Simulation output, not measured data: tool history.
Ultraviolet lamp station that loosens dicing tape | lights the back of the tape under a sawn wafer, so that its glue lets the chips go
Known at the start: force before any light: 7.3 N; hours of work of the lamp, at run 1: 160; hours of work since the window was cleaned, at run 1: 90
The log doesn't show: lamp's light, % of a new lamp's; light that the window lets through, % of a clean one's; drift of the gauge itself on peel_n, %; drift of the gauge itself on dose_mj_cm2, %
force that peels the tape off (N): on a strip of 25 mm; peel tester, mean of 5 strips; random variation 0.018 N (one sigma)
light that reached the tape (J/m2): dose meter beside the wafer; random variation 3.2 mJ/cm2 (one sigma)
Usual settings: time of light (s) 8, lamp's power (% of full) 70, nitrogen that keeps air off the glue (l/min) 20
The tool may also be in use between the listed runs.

run	hour	time of light (s)	lamp's power (% of full)	nitrogen that keeps air off the glue (l/min)	hours of work of the lamp	hours of work since the window was cleaned	force that peels the tape off (N)	light that reached the tape (J/m2)
1	0	8	70	20	160	90	0.953	4670
2	6.2	8	70	20	164	94	0.973	4590
3	11.8	8	91	20	168	98	0.599	6000
4	20.7	8	70	20	174	104	0.979	4640
5	26	8	70	20	177	108	0.973	4610
6	31.5	11	70	20	181	111	0.567	6250
7	38.5	11	70	20	186	116	0.534	6250
8	47.6	11	70	20	192	122	0.561	6280
9	52.5	8	70	20	195	125	0.956	4540
10	59.3	8	70	20	199	130	0.975	4540
11	66	8	94	20	204	134	0.571	6070
12	74.4	8	94	20	209	140	0.583	6060
13	81.1	8	94	20	214	144	0.598	6080
14	90.4	11	70	20	220	150	0.553	6190
15	96.5	11	70	20	224	154	0.581	6110
16	102.8	8	70	20	228	158	1.063	4430
17	108.6	8	70	20	232	162	1	4430
18	116.6	8	70	20	237	168	1.024	4430
19	121.2	8	70	20	240	171	1.033	4460
20	128.7	8	70	14	245	175	1.313	4440
21	134.4	8	70	20	249	179	1.031	4440
22	138.8	9	70	20	252	182	0.859	4950
23	144.2	9	70	20	256	186	0.864	4950
24	151.6	8	87	8	261	191	1.301	5520
# hour 152.7: window cleaned of glue's vapour
25	160.4	5	85	15	266	5	1.918	3220
26	166.6	5	85	15	270	9	2.052	3210
27	172.5	5	85	15	274	13	1.923	3180
28	180.8	4	99	20	280	19	1.938	2900
29	186.9	8	89	7	284	23	1.501	5250
30	191.4	8	76	7	287	26	1.865	4560
31	199.7	8	76	7	292	31	1.866	4520
32	208.2	8	76	7	298	37	1.919	4450
# hour 210.5: window cleaned of glue's vapour, once more
33	218	8	76	38	304	5	0.587	4980
34	222	15	70	7	306	8	0.635	8500
35	228.8	15	78	7	311	12	0.596	9500
36	235	15	78	7	315	16	0.537	9520
37	239.6	11	85	26	318	19	0.373	7570
38	245.9	11	85	26	322	23	0.355	7590
39	252.3	5	62	20	327	28	2.179	2490
40	258.7	5	62	20	331	32	2.232	2520
41	266.5	8	64	8	336	37	1.981	4080
42	274.5	13	68	12	341	42	0.626	7070
43	282	6	60	20	346	47	1.985	2930
44	288.8	9	60	18	351	52	1.149	4290

3 ways to go on from here, each from the tool as it stands after run 44. What would each give?
A	295.3	8	76	23	355	56	?	?
B	295.3	7	70	22	355	56	?	?
C	295.3	9	75	12	355	56	?	?

run	force that peels the tape off (N)	light that reached the tape (J/m2)
A	0.833	4810
B	1.263	3880
C	1.053	5380
Without the tool's hidden state the same runs would have given:
run	force that peels the tape off (N)	light that reached the tape (J/m2)
A	0.68	5380
B	1.05	4350
C	0.867	6020
